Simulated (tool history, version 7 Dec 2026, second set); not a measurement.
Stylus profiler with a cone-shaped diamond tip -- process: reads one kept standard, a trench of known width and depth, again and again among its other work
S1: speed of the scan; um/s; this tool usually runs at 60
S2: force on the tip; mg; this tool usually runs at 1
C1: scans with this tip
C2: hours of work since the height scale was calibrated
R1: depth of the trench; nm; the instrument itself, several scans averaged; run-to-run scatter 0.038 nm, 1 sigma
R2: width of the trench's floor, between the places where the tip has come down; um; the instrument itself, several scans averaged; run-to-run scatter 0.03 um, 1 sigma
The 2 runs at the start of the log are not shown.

| run | day | S1 | S2 | C1 | C2 | R1 | R2 |
|---|---|---|---|---|---|---|---|
| 3 | 4.675 | 60 | 1 | 11128 | 945 | 100.2 | 26.38 |
| 4 | 6.504 | 60 | 1 | 11490 | 976 | 100.19 | 26.34 |
| 5 | 7.554 | 60 | 2.36 | 11699 | 994 | 100.59 | 26.53 |
| 6 | 9.292 | 60 | 2.36 | 12043 | 1023 | 100.41 | 26.52 |
| 7 | 11.812 | 60 | 2.36 | 12541 | 1065 | 100.53 | 26.45 |
| 8 | 13.296 | 60 | 0.69 | 12836 | 1090 | 100.03 | 26.06 |
| 9 | 14.675 | 60 | 1 | 13109 | 1113 | 100.12 | 26.24 |
| 10 | 17.192 | 60 | 1 | 13607 | 1156 | 100.13 | 26.18 |
| 11 | 18.888 | 53 | 1 | 13943 | 1184 | 100.17 | 26.17 |
| 12 | 20.25 | 60 | 1 | 14213 | 1207 | 100.14 | 26.14 |
| 13 | 22.429 | 60 | 1 | 14645 | 1244 | 100.13 | 26.1 |
| 14 | 24.625 | 60 | 1 | 15079 | 1281 | 100.12 | 26.08 |
| 15 | 26.929 | 60 | 1 | 15536 | 1319 | 100.06 | 26.05 |
| 16 | 29.288 | 60 | 1 | 16003 | 1359 | 100.09 | 25.99 |
| 17 | 30.817 | 60 | 1 | 16306 | 1385 | 100.02 | 25.96 |
| 18 | 32.912 | 60 | 1.76 | 16720 | 1420 | 100.29 | 26.1 |
| 19 | 34.812 | 60 | 1.16 | 17098 | 1452 | 100.07 | 25.98 |
|  | 36.692 | new tip fitted, height scale calibrated |
| 20 | 37.146 | 60 | 1 | 90 | 8 | 100.47 | 27.32 |
| 21 | 38.312 | 60 | 1 | 321 | 27 | 100.38 | 27.34 |
| 22 | 39.621 | 135 | 1 | 580 | 49 | 100.38 | 26.45 |
| 23 | 41.838 | 135 | 1 | 1019 | 86 | 100.44 | 26.53 |
| 24 | 43.017 | 135 | 1 | 1253 | 106 | 100.35 | 26.46 |

Predict the results of run 25:
| 25 | 44.983 | 135 | 1 | 1642 | 139 | ? | ? |

R1: 100.32 nm
R2: 26.41 um
The same run, on a tool lacking any hidden state, would have yielded R1 100.4 nm, R2 26.63 um.

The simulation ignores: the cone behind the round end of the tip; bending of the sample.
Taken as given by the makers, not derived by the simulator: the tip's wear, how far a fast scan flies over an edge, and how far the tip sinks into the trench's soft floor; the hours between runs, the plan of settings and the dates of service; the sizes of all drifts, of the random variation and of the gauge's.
